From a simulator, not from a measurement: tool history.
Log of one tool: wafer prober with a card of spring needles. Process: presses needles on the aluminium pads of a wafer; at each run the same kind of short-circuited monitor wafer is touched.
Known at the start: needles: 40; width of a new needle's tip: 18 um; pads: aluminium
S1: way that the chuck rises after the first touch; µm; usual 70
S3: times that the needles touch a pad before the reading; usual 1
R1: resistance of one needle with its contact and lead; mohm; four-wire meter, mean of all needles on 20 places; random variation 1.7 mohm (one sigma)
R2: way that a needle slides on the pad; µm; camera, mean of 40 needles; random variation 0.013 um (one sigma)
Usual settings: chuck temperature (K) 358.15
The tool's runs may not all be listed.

Run 1, hour 0.0: usual settings. Result: R1 168 mohm, R2 8.85 µm.
Run 2, hour 4.5: usual settings. Result: R1 169 mohm, R2 8.86 µm.
Run 3, hour 9.6: usual settings. Result: R1 168 mohm, R2 8.83 µm.
Run 4, hour 15.1: usual settings. Result: R1 167 mohm, R2 8.83 µm.
Run 5, hour 20.9: usual settings. Result: R1 170 mohm, R2 8.84 µm.
At hour 23.5: tips cleaned on abrasive film.
Run 6, hour 26.2: usual settings. Result: R1 171 mohm, R2 8.87 µm.
Run 7, hour 34.1: usual settings. Result: R1 168 mohm, R2 8.86 µm.
Run 8, hour 43.0: usual settings. Result: R1 167 mohm, R2 8.86 µm.
Run 9, hour 47.4: usual settings. Result: R1 171 mohm, R2 8.85 µm.
At hour 51.2: tips cleaned on abrasive film.
Run 10, hour 53.6: usual settings. Result: R1 166 mohm, R2 8.88 µm.
Run 11, hour 61.0: usual settings. Result: R1 165 mohm, R2 8.85 µm.
Run 12, hour 65.9: usual settings. Result: R1 167 mohm, R2 8.84 µm.
Run 13, hour 74.0: usual settings. Result: R1 168 mohm, R2 8.85 µm.
At hour 79.1: tips cleaned on abrasive film.
Run 14, hour 83.3: usual settings. Result: R1 168 mohm, R2 8.88 µm.
Run 15, hour 91.4: usual settings but S1 88 µm, chuck temperature (K) 336.15. Result: R1 162 mohm, R2 11.12 µm.
Run 16, hour 97.4: usual settings but chuck temperature (K) 312.15. Result: R1 160 mohm, R2 8.85 µm.
At hour 106.7: tips cleaned on abrasive film.
Run 17, hour 106.7: usual settings but S1 57 µm, chuck temperature (K) 350.15. Result: R1 169 mohm, R2 7.21 µm.
Run 18, hour 111.3: usual settings but S1 57 µm, chuck temperature (K) 350.15. Result: R1 170 mohm, R2 7.20 µm.
Run 19, hour 115.7: usual settings but S1 62 µm, chuck temperature (K) 305.15. Result: R1 160 mohm, R2 7.86 µm.
Run 20, hour 120.8: usual settings but S1 65 µm, chuck temperature (K) 338.15. Result: R1 163 mohm, R2 8.23 µm.
Run 21, hour 127.5: usual settings but chuck temperature (K) 308.15, S3 2. Result: R1 160 mohm, R2 8.86 µm.
At hour 134.3: tips cleaned on abrasive film.
Run 22, hour 134.3: usual settings but chuck temperature (K) 308.15, S3 2. Result: R1 159 mohm, R2 8.85 µm.
Run 23, hour 141.4: usual settings but S1 65 µm, chuck temperature (K) 299.15. Result: R1 158 mohm, R2 8.23 µm.
Run 24, hour 148.3: usual settings but S1 65 µm, chuck temperature (K) 299.15. Result: R1 157 mohm, R2 8.21 µm.
Run 25, hour 156.2: usual settings but S1 62 µm, chuck temperature (K) 349.15. Result: R1 168 mohm, R2 7.82 µm.
Run 26, hour 160.6: usual settings but S1 62 µm, chuck temperature (K) 349.15. Result: R1 169 mohm, R2 7.85 µm.
At hour 162.3: tips cleaned on abrasive film.
Run 27, hour 169.9: usual settings but chuck temperature (K) 318.15. Result: R1 158 mohm, R2 8.86 µm.
Run 28, hour 174.6: usual settings but chuck temperature (K) 318.15. Result: R1 163 mohm, R2 8.87 µm.

Forecast each of these 4 alternatives for the next run:
Run A, hour 178.7: usual settings but S1 58 µm, chuck temperature (K) 323.15. Result: R1 ?, R2 ?.
Run B, hour 178.7: usual settings. Result: R1 ?, R2 ?.
Run C, hour 178.7: usual settings but S3 3. Result: R1 ?, R2 ?.
Run D, hour 178.7: usual settings but S1 87 µm, chuck temperature (K) 315.15, S3 2. Result: R1 ?, R2 ?.

run   R1     R2
  A  165   7.33
  B  170   8.84
  C  165   8.85
  D  157  10.99
Without the tool's hidden state the same runs would have given:
run   R1     R2
  A  164   7.33
  B  170   8.84
  C  165   8.85
  D  157  10.99

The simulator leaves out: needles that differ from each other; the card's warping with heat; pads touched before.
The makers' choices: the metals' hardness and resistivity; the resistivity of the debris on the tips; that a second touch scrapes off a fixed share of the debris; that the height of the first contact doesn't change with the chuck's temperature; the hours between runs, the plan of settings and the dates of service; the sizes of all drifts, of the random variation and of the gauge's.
